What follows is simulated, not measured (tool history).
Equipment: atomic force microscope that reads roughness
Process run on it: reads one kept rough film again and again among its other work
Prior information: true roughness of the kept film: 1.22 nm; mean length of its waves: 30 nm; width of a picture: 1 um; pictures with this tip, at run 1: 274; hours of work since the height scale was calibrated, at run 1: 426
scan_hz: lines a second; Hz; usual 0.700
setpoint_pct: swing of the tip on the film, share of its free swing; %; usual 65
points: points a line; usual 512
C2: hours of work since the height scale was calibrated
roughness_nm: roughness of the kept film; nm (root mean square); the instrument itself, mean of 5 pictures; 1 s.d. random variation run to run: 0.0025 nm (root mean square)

run 1 hour=0.0 | scan_hz=0.700 setpoint_pct=65 points=512 | pictures_with_this_tip=274 C2=426 | roughness_nm=1.142
-- hour=4.8 new tip fitted
run 2 hour=17.4 | scan_hz=0.700 setpoint_pct=63 points=512 | pictures_with_this_tip=13 C2=435 | roughness_nm=1.182
run 3 hour=33.8 | scan_hz=1.489 setpoint_pct=65 points=512 | pictures_with_this_tip=29 C2=443 | roughness_nm=1.160
run 4 hour=52.6 | scan_hz=1.489 setpoint_pct=65 points=512 | pictures_with_this_tip=47 C2=453 | roughness_nm=1.163
run 5 hour=73.7 | scan_hz=1.489 setpoint_pct=65 points=512 | pictures_with_this_tip=68 C2=464 | roughness_nm=1.162
run 6 hour=89.0 | scan_hz=0.700 setpoint_pct=78 points=512 | pictures_with_this_tip=83 C2=472 | roughness_nm=1.157
run 7 hour=108.0 | scan_hz=3.230 setpoint_pct=65 points=512 | pictures_with_this_tip=102 C2=482 | roughness_nm=1.129
run 8 hour=129.3 | scan_hz=3.230 setpoint_pct=65 points=512 | pictures_with_this_tip=123 C2=493 | roughness_nm=1.124
run 9 hour=154.1 | scan_hz=1.939 setpoint_pct=65 points=512 | pictures_with_this_tip=148 C2=505 | roughness_nm=1.137
run 10 hour=182.5 | scan_hz=1.939 setpoint_pct=65 points=512 | pictures_with_this_tip=176 C2=520 | roughness_nm=1.130
run 11 hour=214.0 | scan_hz=0.700 setpoint_pct=65 points=512 | pictures_with_this_tip=207 C2=536 | roughness_nm=1.148
run 12 hour=231.4 | scan_hz=0.700 setpoint_pct=63 points=512 | pictures_with_this_tip=224 C2=545 | roughness_nm=1.153
run 13 hour=261.2 | scan_hz=0.700 setpoint_pct=63 points=512 | pictures_with_this_tip=254 C2=561 | roughness_nm=1.144
-- hour=284.7 new tip fitted
run 14 hour=292.7 | scan_hz=0.700 setpoint_pct=63 points=512 | pictures_with_this_tip=8 C2=577 | roughness_nm=1.180
run 15 hour=306.3 | scan_hz=1.075 setpoint_pct=63 points=512 | pictures_with_this_tip=21 C2=584 | roughness_nm=1.179
run 16 hour=329.9 | scan_hz=1.075 setpoint_pct=63 points=512 | pictures_with_this_tip=45 C2=596 | roughness_nm=1.171
run 17 hour=357.9 | scan_hz=0.700 setpoint_pct=65 points=512 | pictures_with_this_tip=72 C2=610 | roughness_nm=1.168
run 18 hour=381.6 | scan_hz=0.700 setpoint_pct=65 points=512 | pictures_with_this_tip=96 C2=623 | roughness_nm=1.165
run 19 hour=396.7 | scan_hz=0.700 setpoint_pct=65 points=512 | pictures_with_this_tip=111 C2=630 | roughness_nm=1.165
run 20 hour=415.9 | scan_hz=0.700 setpoint_pct=83 points=512 | pictures_with_this_tip=130 C2=640 | roughness_nm=1.141
run 21 hour=429.6 | scan_hz=0.700 setpoint_pct=83 points=402 | pictures_with_this_tip=143 C2=647 | roughness_nm=1.142
run 22 hour=461.9 | scan_hz=0.700 setpoint_pct=65 points=512 | pictures_with_this_tip=175 C2=664 | roughness_nm=1.158
run 23 hour=492.6 | scan_hz=0.700 setpoint_pct=68 points=512 | pictures_with_this_tip=206 C2=680 | roughness_nm=1.149
run 24 hour=519.3 | scan_hz=0.700 setpoint_pct=65 points=512 | pictures_with_this_tip=232 C2=693 | roughness_nm=1.145
run 25 hour=536.9 | scan_hz=0.700 setpoint_pct=65 points=512 | pictures_with_this_tip=250 C2=703 | roughness_nm=1.143
run 26 hour=551.9 | scan_hz=2.452 setpoint_pct=65 points=512 | pictures_with_this_tip=265 C2=710 | roughness_nm=1.114
-- hour=565.6 new tip fitted
run 27 hour=572.3 | scan_hz=0.700 setpoint_pct=65 points=512 | pictures_with_this_tip=6 C2=721 | roughness_nm=1.185
run 28 hour=596.7 | scan_hz=0.700 setpoint_pct=65 points=512 | pictures_with_this_tip=30 C2=733 | roughness_nm=1.183
run 29 hour=613.3 | scan_hz=1.938 setpoint_pct=56 points=705 | pictures_with_this_tip=47 C2=742 | roughness_nm=1.179
run 30 hour=631.8 | scan_hz=0.623 setpoint_pct=80 points=651 | pictures_with_this_tip=65 C2=751 | roughness_nm=1.167
run 31 hour=657.3 | scan_hz=2.254 setpoint_pct=84 points=519 | pictures_with_this_tip=91 C2=764 | roughness_nm=1.092
run 32 hour=680.7 | scan_hz=2.254 setpoint_pct=59 points=374 | pictures_with_this_tip=114 C2=776 | roughness_nm=1.156
run 33 hour=707.7 | scan_hz=0.652 setpoint_pct=60 points=512 | pictures_with_this_tip=140 C2=790 | roughness_nm=1.172
run 34 hour=737.0 | scan_hz=2.548 setpoint_pct=64 points=575 | pictures_with_this_tip=169 C2=805 | roughness_nm=1.135
run 35 hour=762.8 | scan_hz=0.883 setpoint_pct=64 points=418 | pictures_with_this_tip=195 C2=819 | roughness_nm=1.148
run 36 hour=789.8 | scan_hz=0.883 setpoint_pct=64 points=418 | pictures_with_this_tip=222 C2=833 | roughness_nm=1.150
run 37 hour=814.9 | scan_hz=1.526 setpoint_pct=63 points=972 | pictures_with_this_tip=247 C2=846 | roughness_nm=1.143
run 38 hour=838.6 | scan_hz=0.509 setpoint_pct=63 points=972 | pictures_with_this_tip=270 C2=858 | roughness_nm=1.153
-- hour=846.2 new tip fitted
run 39 hour=870.7 | scan_hz=1.626 setpoint_pct=75 points=992 | pictures_with_this_tip=24 C2=874 | roughness_nm=1.158
run 40 hour=894.7 | scan_hz=1.095 setpoint_pct=59 points=393 | pictures_with_this_tip=48 C2=887 | roughness_nm=1.181
run 41 hour=924.8 | scan_hz=1.095 setpoint_pct=59 points=393 | pictures_with_this_tip=78 C2=902 | roughness_nm=1.178
run 42 hour=954.9 | scan_hz=1.095 setpoint_pct=59 points=393 | pictures_with_this_tip=108 C2=918 | roughness_nm=1.169
run 43 hour=982.4 | scan_hz=1.095 setpoint_pct=59 points=393 | pictures_with_this_tip=135 C2=932 | roughness_nm=1.163
run 44 hour=1000.7 | scan_hz=0.560 setpoint_pct=65 points=471 | pictures_with_this_tip=153 C2=941 | roughness_nm=1.172
run 45 hour=1030.5 | scan_hz=0.700 setpoint_pct=65 points=265 | pictures_with_this_tip=183 C2=957 | roughness_nm=1.151
run 46 hour=1060.9 | scan_hz=0.700 setpoint_pct=65 points=265 | pictures_with_this_tip=213 C2=972 | roughness_nm=1.148
run 47 hour=1089.3 | scan_hz=1.164 setpoint_pct=65 points=512 | pictures_with_this_tip=241 C2=987 | roughness_nm=1.147
run 48 hour=1115.1 | scan_hz=0.783 setpoint_pct=86 points=608 | pictures_with_this_tip=267 C2=1000 | roughness_nm=1.126
-- hour=1127.3 new tip fitted
run 49 hour=1144.4 | scan_hz=0.661 setpoint_pct=57 points=608 | pictures_with_this_tip=17 C2=1015 | roughness_nm=1.204
run 50 hour=1159.8 | scan_hz=0.661 setpoint_pct=57 points=608 | pictures_with_this_tip=32 C2=1023 | roughness_nm=1.201
run 51 hour=1191.1 | scan_hz=0.779 setpoint_pct=57 points=638 | pictures_with_this_tip=63 C2=1039 | roughness_nm=1.196
run 52 hour=1221.5 | scan_hz=0.779 setpoint_pct=57 points=638 | pictures_with_this_tip=94 C2=1055 | roughness_nm=1.190
run 53 hour=1242.7 | scan_hz=0.779 setpoint_pct=57 points=638 | pictures_with_this_tip=115 C2=1066 | roughness_nm=1.188

Consider 3 possible next runs. They are alternatives, not a sequence: every one starts from the tool as it was left by run 53. What does each give?
run A hour=1259.9 | scan_hz=0.946 setpoint_pct=57 points=638 | pictures_with_this_tip=132 C2=1075 | roughness_nm=?
run B hour=1259.9 | scan_hz=0.515 setpoint_pct=64 points=382 | pictures_with_this_tip=132 C2=1075 | roughness_nm=?
run C hour=1259.9 | scan_hz=3.060 setpoint_pct=70 points=262 | pictures_with_this_tip=132 C2=1075 | roughness_nm=?

run=A roughness_nm=1.185
run=B roughness_nm=1.177
run=C roughness_nm=1.110
Take away the tool's hidden state, keep each run's random variation, and the runs would have read:
run=A roughness_nm=1.179
run=B roughness_nm=1.171
run=C roughness_nm=1.105
